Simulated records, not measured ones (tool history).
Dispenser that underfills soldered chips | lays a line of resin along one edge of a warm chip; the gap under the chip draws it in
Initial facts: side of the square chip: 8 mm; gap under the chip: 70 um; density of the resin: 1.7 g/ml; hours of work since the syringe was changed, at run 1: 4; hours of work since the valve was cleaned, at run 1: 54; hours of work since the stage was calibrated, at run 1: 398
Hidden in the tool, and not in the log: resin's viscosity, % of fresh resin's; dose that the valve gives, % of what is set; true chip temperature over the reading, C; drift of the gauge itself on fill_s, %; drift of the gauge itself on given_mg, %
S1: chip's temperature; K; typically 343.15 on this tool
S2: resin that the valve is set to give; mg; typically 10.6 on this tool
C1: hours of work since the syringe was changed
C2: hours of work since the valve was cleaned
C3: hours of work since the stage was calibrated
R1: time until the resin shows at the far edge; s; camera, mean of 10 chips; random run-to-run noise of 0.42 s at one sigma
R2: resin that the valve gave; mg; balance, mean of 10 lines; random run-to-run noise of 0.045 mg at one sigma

run   hour      S1    S2  C1  C2   C3    R1     R2
  1    0.0  343.15  10.6   4  54  398  44.2  10.13
       2.5  -- new syringe of resin
  2   10.5  343.15  10.6   5  61  405  47.4  10.06
      12.0  -- new syringe of resin
      20.8  -- new syringe of resin
  3   21.6  343.15  10.6   1  67  411  33.5   9.86
      30.4  -- new syringe of resin
  4   35.8  343.15  10.6   3  76  420  42.7   9.78
      39.4  -- new syringe of resin
      48.1  -- new syringe of resin
      51.2  -- dispensing valve cleaned and set on the balance
  5   51.9  343.15  10.6   2   0  430  38.2  10.59
      57.6  -- new syringe of resin
  6   64.5  343.15  10.6   4   8  438  45.6  10.52
      66.0  -- new syringe of resin
  7   73.5  343.15  10.6   5  14  443  46.0  10.35
      75.2  -- new syringe of resin
      84.0  -- new syringe of resin
  8   86.9  343.15  10.6   2  22  452  38.0  10.33
      92.6  -- new syringe of resin
  9   97.4  343.15  10.6   3  29  458  41.7  10.27
     102.4  -- new syringe of resin
     111.0  -- new syringe of resin
 10  113.2  343.15  10.6   1  39  468  39.0  10.20
     120.5  -- new syringe of resin
 11  120.7  347.15  10.6   0  43  473  28.3  10.14
     129.4  -- new syringe of resin
 12  135.4  347.15  10.6   4  53  482  37.5  10.02
     138.2  -- new syringe of resin
 13  142.7  347.15  10.6   3  57  487  34.8   9.99
     147.5  -- new syringe of resin
 14  150.8  347.15  10.6   2  62  492  33.4   9.92
     156.2  -- new syringe of resin
 15  162.5  343.15  10.6   4  70  499  48.0   9.78
     164.6  -- new syringe of resin
     173.1  -- new syringe of resin
 16  176.5  343.15  10.6   2  78  508  40.1   9.78
     182.6  -- new syringe of resin
     189.6  -- dispensing valve cleaned and set on the balance
     192.6  -- new syringe of resin
 17  194.0  343.15  10.6   1   3  518  36.1  10.50
     201.9  -- new syringe of resin
 18  205.2  354.15  10.1   2  10  525  22.5  10.03
     210.8  -- new syringe of resin
 19  214.8  356.15   9.4   3  16  531  21.9   9.36
     219.8  -- new syringe of resin
 20  224.1  356.15   9.4   3  22  537  22.8   9.28
     229.4  -- new syringe of resin
     238.7  -- new syringe of resin
 21  238.7  340.15  12.2   0  31  546  39.8  11.85
     247.7  -- new syringe of resin
 22  253.9  335.15  12.2   4  40  556  68.0  11.76
     256.7  -- new syringe of resin
     266.2  -- new syringe of resin
 23  267.8  345.15  12.7   1  49  564  32.6  12.10
     275.1  -- new syringe of resin
 24  275.4  329.15  10.6   0  54  569  74.6  10.02
     283.9  -- new syringe of resin
 25  285.1  356.15  10.6   1  60  575  20.2   9.96
     293.1  -- new syringe of resin
 26  300.1  356.15   9.4   5  69  584  26.2   8.70
     302.2  -- new syringe of resin
     310.9  -- new syringe of resin
 27  314.3  331.15  10.3   2  78  593  80.5   9.51
     319.9  -- new syringe of resin
 28  325.1  350.15  12.5   3  85  600  31.2  11.48
     327.6  -- dispensing valve cleaned and set on the balance
     330.0  -- new syringe of resin
 29  334.8  335.15  10.8   3   4  606  67.2  10.80
     339.0  -- new syringe of resin
     348.4  -- new syringe of resin
 30  351.3  335.15  10.8   2  15  616  61.2  10.70
     357.3  -- new syringe of resin
     367.0  -- new syringe of resin
 31  368.9  339.15  10.6   1  26  627  48.6  10.38
     376.2  -- new syringe of resin
 32  381.2  332.15   9.1   3  34  635  85.5   8.71

4 options for the next run, each taken on its own from the tool as it stands now. Forecast them:
     385.5  -- new syringe of resin
  A  393.4  354.15  11.4   5  41  642   ?   ?
     385.5  -- new syringe of resin
  B  393.4  329.15   9.9   5  41  642   ?   ?
     385.5  -- new syringe of resin
  C  393.4  352.15   9.1   5  41  642   ?   ?
     385.5  -- new syringe of resin
  D  393.4  332.15  11.2   5  41  642   ?   ?

run     R1     R2
  A   29.3  10.82
  B  114.4   9.50
  C   35.3   8.73
  D   90.6  10.85
Without the tool's hidden state the same runs would have given:
run    R1     R2
  A  16.6  11.28
  B  62.7   9.90
  C  19.8   9.09
  D  50.1  11.30
